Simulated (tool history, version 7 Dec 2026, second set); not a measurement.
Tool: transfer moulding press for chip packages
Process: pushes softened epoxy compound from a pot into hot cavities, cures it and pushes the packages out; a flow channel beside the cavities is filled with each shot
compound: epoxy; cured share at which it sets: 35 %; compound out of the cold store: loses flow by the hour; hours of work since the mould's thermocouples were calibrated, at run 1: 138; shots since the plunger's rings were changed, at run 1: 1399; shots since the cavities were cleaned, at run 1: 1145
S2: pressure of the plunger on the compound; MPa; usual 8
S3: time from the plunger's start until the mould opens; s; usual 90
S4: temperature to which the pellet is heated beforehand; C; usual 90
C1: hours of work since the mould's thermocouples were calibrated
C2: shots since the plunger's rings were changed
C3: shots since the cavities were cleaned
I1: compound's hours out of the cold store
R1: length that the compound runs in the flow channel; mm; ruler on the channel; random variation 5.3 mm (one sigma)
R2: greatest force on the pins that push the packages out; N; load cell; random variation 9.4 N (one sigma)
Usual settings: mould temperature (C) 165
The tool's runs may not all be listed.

Run 1, day 0: usual settings; C1 138; C2 1399; C3 1145; I1 11. Result: R1 681 mm, R2 829 N.
At day 0.317: cavities cleaned with cleaning compound and waxed.
Run 2, day 0.675: usual settings; C1 145; C2 1515; C3 68; I1 28.3. Result: R1 619 mm, R2 467 N.
Run 3, day 1.033: usual settings; C1 149; C2 1583; C3 136; I1 14.1. Result: R1 664 mm, R2 530 N.
Run 4, day 1.738: usual settings; C1 156; C2 1717; C3 270; I1 46.3. Result: R1 563 mm, R2 560 N.
Run 5, day 2.333: usual settings; C1 162; C2 1830; C3 383; I1 41.3. Result: R1 571 mm, R2 611 N.
Run 6, day 2.958: usual settings but S2 6.7 MPa; C1 169; C2 1949; C3 502; I1 24.9. Result: R1 567 mm, R2 667 N.
Run 7, day 3.496: usual settings but S2 6.7 MPa; C1 174; C2 2052; C3 605; I1 17.6. Result: R1 597 mm, R2 699 N.
Run 8, day 3.821: usual settings but S2 6.7 MPa; C1 178; C2 2113; C3 666; I1 18.5. Result: R1 591 mm, R2 739 N.
Run 9, day 4.312: usual settings but S4 91 C; C1 183; C2 2207; C3 760; I1 45.9. Result: R1 553 mm, R2 709 N.
Run 10, day 4.796: usual settings but S4 91 C; C1 188; C2 2298; C3 851; I1 26.6. Result: R1 615 mm, R2 727 N.
Run 11, day 5.096: usual settings but S4 91 C; C1 191; C2 2355; C3 908; I1 17.1. Result: R1 637 mm, R2 770 N.
Run 12, day 5.383: usual settings but S4 91 C; C1 194; C2 2410; C3 963; I1 43. Result: R1 560 mm, R2 783 N.
Run 13, day 5.679: usual settings but S4 91 C; C1 197; C2 2466; C3 1019; I1 45. Result: R1 565 mm, R2 777 N.
Run 14, day 5.967: usual settings; C1 200; C2 2521; C3 1074; I1 45.2. Result: R1 552 mm, R2 761 N.
Run 15, day 6.458: usual settings but S2 6.9 MPa, S3 75 s; C1 205; C2 2614; C3 1167; I1 27.9. Result: R1 565 mm, R2 1033 N.
At day 6.65: cavities cleaned with cleaning compound and waxed.
Run 16, day 6.954: usual settings but S2 6.9 MPa, S3 75 s; C1 210; C2 2696; C3 58; I1 8.2. Result: R1 619 mm, R2 632 N.
Run 17, day 7.371: usual settings but mould temperature (C) 167, S2 9.36 MPa; C1 214; C2 2776; C3 138; I1 28.1. Result: R1 649 mm, R2 468 N.
Run 18, day 7.846: usual settings but mould temperature (C) 167, S2 9.36 MPa; C1 219; C2 2866; C3 228; I1 32.5. Result: R1 630 mm, R2 519 N.
Run 19, day 8.454: usual settings but mould temperature (C) 166, S2 9.56 MPa, S3 117 s, S4 88 C; C1 225; C2 2982; C3 344; I1 29.5. Result: R1 650 mm, R2 542 N.
At day 8.583: mould's thermocouples calibrated.
Run 20, day 9.138: usual settings but S3 95 s; C1 6; C2 3096; C3 458; I1 19.7. Result: R1 623 mm, R2 614 N.
Run 21, day 9.7: usual settings but S2 9.55 MPa, S4 92 C; C1 12; C2 3202; C3 564; I1 25.5. Result: R1 659 mm, R2 674 N.
Run 22, day 10.004: usual settings but mould temperature (C) 162, S2 7.02 MPa, S3 84 s, S4 88 C; C1 15; C2 3260; C3 622; I1 42.6. Result: R1 520 mm, R2 851 N.
At day 10.254: mould's thermocouples calibrated, once more.
Run 23, day 10.392: usual settings but mould temperature (C) 163, S4 86 C; C1 1; C2 3318; C3 680; I1 12.1. Result: R1 648 mm, R2 768 N.
Run 24, day 10.904: usual settings but mould temperature (C) 171, S2 7.6 MPa, S3 115 s; C1 7; C2 3415; C3 777; I1 36.9. Result: R1 547 mm, R2 655 N.
Run 25, day 11.333: usual settings but S3 89 s, S4 98 C; C1 11; C2 3497; C3 859; I1 44.6. Result: R1 546 mm, R2 748 N.
Run 26, day 11.65: usual settings but S2 6.9 MPa, S3 87 s; C1 15; C2 3557; C3 919; I1 47.9. Result: R1 498 mm, R2 773 N.
Run 27, day 12.171: usual settings but mould temperature (C) 172, S3 70 s; C1 20; C2 3656; C3 1018; I1 37.2. Result: R1 562 mm, R2 761 N.

Forecast each of these 5 alternatives for the next run:
Run A, day 12.642: usual settings but S3 127 s; C1 25; C2 3745; C3 1107; I1 28.2. Result: R1 ?, R2 ?.
Run B, day 12.642: usual settings but mould temperature (C) 164, S2 8.46 MPa, S3 70 s; C1 25; C2 3745; C3 1107; I1 34.7. Result: R1 ?, R2 ?.
Run C, day 12.642: usual settings but mould temperature (C) 161, S3 101 s, S4 98 C; C1 25; C2 3745; C3 1107; I1 14.1. Result: R1 ?, R2 ?.
Run D, day 12.642: usual settings but mould temperature (C) 167, S2 6.19 MPa, S3 70 s; C1 25; C2 3745; C3 1107; I1 13.8. Result: R1 ?, R2 ?.
Run E, day 12.642: usual settings but S2 7.63 MPa, S3 120 s, S4 87 C; C1 25; C2 3745; C3 1107; I1 29.9. Result: R1 ?, R2 ?.

run   R1    R2
  A  601   682
  B  595  1180
  C  642   817
  D  565  1021
  E  574   712
Without the tool's hidden state the same runs would have given:
run   R1   R2
  A  642  364
  B  636  634
  C  686  435
  D  603  548
  E  614  379
